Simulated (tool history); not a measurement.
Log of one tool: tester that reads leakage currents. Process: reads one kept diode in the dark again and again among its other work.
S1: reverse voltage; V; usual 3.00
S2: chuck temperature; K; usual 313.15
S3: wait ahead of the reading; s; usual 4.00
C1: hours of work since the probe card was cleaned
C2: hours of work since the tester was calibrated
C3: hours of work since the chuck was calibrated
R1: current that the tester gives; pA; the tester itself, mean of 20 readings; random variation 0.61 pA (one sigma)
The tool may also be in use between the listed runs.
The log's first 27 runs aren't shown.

Run 28, hour 1027.5: usual settings but S1 2.73 V, S2 309.15 K, S3 2.59 s; C1 977; C2 639; C3 452. Result: R1 137.51 pA.
Run 29, hour 1078.4: usual settings but S1 2.73 V, S2 309.15 K, S3 2.59 s; C1 1003; C2 665; C3 478. Result: R1 137.82 pA.
Run 30, hour 1136.3: usual settings but S1 11.44 V, S2 302.15 K, S3 4.63 s; C1 1032; C2 694; C3 507. Result: R1 163.48 pA.
Run 31, hour 1180.0: usual settings but S1 11.44 V, S2 302.15 K, S3 4.63 s; C1 1054; C2 716; C3 529. Result: R1 162.27 pA.
Run 32, hour 1205.1: usual settings but S1 5.19 V, S3 1.25 s; C1 1066; C2 728; C3 541. Result: R1 270.02 pA.
Run 33, hour 1258.2: usual settings but S1 5.19 V, S3 0.59 s; C1 1093; C2 755; C3 568. Result: R1 271.00 pA.
At hour 1307.0: probe card cleaned and baked.
Run 34, hour 1316.6: usual settings but S1 1.81 V, S2 325.15 K, S3 2.56 s; C1 5; C2 783; C3 596. Result: R1 392.73 pA.
Run 35, hour 1365.6: usual settings but S1 2.59 V, S2 309.15 K, S3 1.61 s; C1 29; C2 807; C3 620. Result: R1 134.17 pA.
Run 36, hour 1406.0: usual settings but S1 2.59 V, S2 309.15 K, S3 1.61 s; C1 50; C2 828; C3 640. Result: R1 133.68 pA.
Run 37, hour 1448.5: usual settings but S1 2.59 V, S2 309.15 K, S3 1.61 s; C1 71; C2 849; C3 662. Result: R1 134.09 pA.
Run 38, hour 1487.9: usual settings but S1 2.59 V, S2 309.15 K, S3 1.61 s; C1 91; C2 869; C3 681. Result: R1 133.92 pA.
Run 39, hour 1535.3: usual settings but S1 11.73 V, S3 1.04 s; C1 114; C2 892; C3 705. Result: R1 417.09 pA.

5 ways to go on from here, each from the tool as it stands after run 39. What would each give?
Run A, hour 1582.0: usual settings but S1 6.83 V, S2 324.15 K, S3 6.68 s; C1 138; C2 916; C3 729. Result: R1 ?.
Run B, hour 1582.0: usual settings but S1 5.90 V, S2 303.15 K, S3 0.67 s; C1 138; C2 916; C3 729. Result: R1 ?.
Run C, hour 1582.0: usual settings but S1 5.00 V, S2 320.15 K, S3 0.77 s; C1 138; C2 916; C3 729. Result: R1 ?.
Run D, hour 1582.0: usual settings but S2 308.15 K, S3 6.59 s; C1 138; C2 916; C3 729. Result: R1 ?.
Run E, hour 1582.0: usual settings but S2 310.15 K, S3 4.76 s; C1 138; C2 916; C3 729. Result: R1 ?.

run      R1
  A  741.26
  B  125.43
  C  460.45
  D  132.38
  E  156.23
Without the tool's hidden state the same runs would have given:
run      R1
  A  740.98
  B  125.37
  C  460.27
  D  132.32
  E  156.16
